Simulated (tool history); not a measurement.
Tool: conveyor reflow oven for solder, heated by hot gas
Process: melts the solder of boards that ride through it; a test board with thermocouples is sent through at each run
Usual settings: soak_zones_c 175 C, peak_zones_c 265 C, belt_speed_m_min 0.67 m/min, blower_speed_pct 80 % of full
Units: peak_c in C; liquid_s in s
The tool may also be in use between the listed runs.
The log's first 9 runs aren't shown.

run	day	soak_zones_c	peak_zones_c	belt_speed_m_min	blower_speed_pct	hours of work since the flux was cleaned out	hours of work since the belt drive was overhauled	hours of work since the thermocouples were changed	peak_c	liquid_s
10	4.779	175	265	0.564	80	36	287	776	253.1	57.5
11	5.183	175	265	0.67	80	43	295	784	248	44.6
12	5.792	175	265	0.67	80	54	306	795	248.2	44.3
13	6.396	175	265	0.67	80	65	317	805	248	44
14	7.138	175	265	0.67	80	79	330	819	248.5	43.9
15	7.442	175	265	0.67	61	84	335	824	244.5	40.1
16	8.054	175	270	0.581	61	95	347	835	253	54.7
17	8.725	175	271	0.581	83	107	359	847	257.7	58.7
18	9.171	172	265	0.67	52	115	367	856	240.5	35.7
# day 9.392: belt drive overhauled, speed set with a stopwatch
19	9.917	175	266	0.67	68	126	9	866	246.5	42.2
20	10.354	175	266	0.686	51	134	17	874	241.1	35.8
21	11.038	175	266	0.686	74	146	30	886	246.4	41.8
22	11.558	175	265	0.712	80	156	39	896	245.5	39.5
# day 12.104: belt drive overhauled, speed set with a stopwatch, once more
23	12.162	175	265	0.625	73	163	1	903	248.3	47.5
24	12.712	175	265	0.625	73	173	11	913	248.6	47.7
25	13.058	189	256	0.789	53	180	17	920	232.1	25.3
26	13.642	174	265	0.67	59	190	28	930	242.9	38
27	14.029	175	265	0.753	50	197	35	937	235.1	26.2
28	14.588	175	265	0.753	50	207	45	947	235.1	25.9
29	15.254	175	265	0.784	64	219	57	959	237.3	27.7
30	15.875	175	265	0.784	64	230	68	970	237.5	27.6

Forecast each of these 5 alternatives for the next run:
A	16.396	175	265	0.784	64	240	77	980	?	?
B	16.396	175	265	0.784	63	240	77	980	?	?
C	16.396	179	265	0.784	64	240	77	980	?	?
D	16.396	183	266	0.784	64	240	77	980	?	?
E	16.396	185	270	0.67	80	240	77	980	?	?

run	peak_c	liquid_s
A	237.9	27.7
B	237.5	27.2
C	238.5	29.8
D	240.5	32.3
E	253	50.1
Without the tool's hidden state the same runs would have given:
run	peak_c	liquid_s
A	239.4	29.4
B	239	28.9
C	239.9	31.4
D	241.8	33.8
E	254	51
